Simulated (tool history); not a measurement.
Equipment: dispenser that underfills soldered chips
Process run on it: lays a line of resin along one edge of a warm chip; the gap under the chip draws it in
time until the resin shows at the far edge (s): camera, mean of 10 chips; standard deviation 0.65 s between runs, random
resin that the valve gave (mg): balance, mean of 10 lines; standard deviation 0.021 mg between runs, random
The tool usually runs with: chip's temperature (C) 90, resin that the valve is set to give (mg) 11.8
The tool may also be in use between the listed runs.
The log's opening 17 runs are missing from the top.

run,hour,chip's temperature (C),resin that the valve is set to give (mg),hours of work since the syringe was changed,hours of work since the valve was cleaned,hours of work since the stage was calibrated,time until the resin shows at the far edge (s),resin that the valve gave (mg)
18,85.2,101,10.6,8,7,76,50.9,10.55
# hour 87.9: new syringe of resin
19,88.9,101,10.6,1,9,78,38.3,10.50
20,92.7,104,13.5,3,11,80,35.6,13.38
21,98.6,104,13.5,7,16,84,40.8,13.33
# hour 102.9: new syringe of resin
22,103.8,76,12.0,1,19,88,113.3,11.85
23,108.4,76,12.0,4,22,91,129.8,11.80
24,114.8,94,10.4,8,26,95,69.3,10.20
# hour 117.7: new syringe of resin
25,122.9,94,10.4,3,32,101,60.6,10.18
26,126.0,81,11.2,6,34,103,113.2,10.95
27,129.7,97,10.6,8,36,105,60.8,10.30
# hour 132.8: new syringe of resin
28,137.7,97,10.6,3,41,110,52.2,10.25
29,141.0,97,11.6,6,44,113,52.8,11.25
30,145.5,97,11.6,9,47,116,59.4,11.22
# hour 147.7: new syringe of resin
31,149.5,97,11.6,1,49,118,46.6,11.17
32,156.5,97,11.6,6,54,123,53.8,11.13
# hour 158.1: dispensing valve cleaned and set on the balance
33,161.2,85,11.4,8,2,125,101.7,11.32
# hour 163.8: new syringe of resin
34,164.7,103,10.3,1,4,128,37.2,10.21
35,168.4,94,10.3,3,7,130,59.2,10.18
36,174.3,94,10.3,7,11,134,67.5,10.13

Branching from run 36: 3 alternative next runs. What would each branch give?
# hour 178.7: new syringe of resin
A,178.7,86,14.1,0,14,137,?,?
# hour 178.7: new syringe of resin
B,178.7,90,10.2,0,14,137,?,?
# hour 178.7: new syringe of resin
C,178.7,87,11.5,0,14,137,?,?

run,time until the resin shows at the far edge (s),resin that the valve gave (mg)
A,69.4,13.91
B,63.2,10.04
C,69.4,11.38
The same runs, with their run-to-run variation unchanged, on a tool lacking any hidden condition would have given:
run,time until the resin shows at the far edge (s),resin that the valve gave (mg)
A,67.1,14.10
B,60.9,10.18
C,67.0,11.53
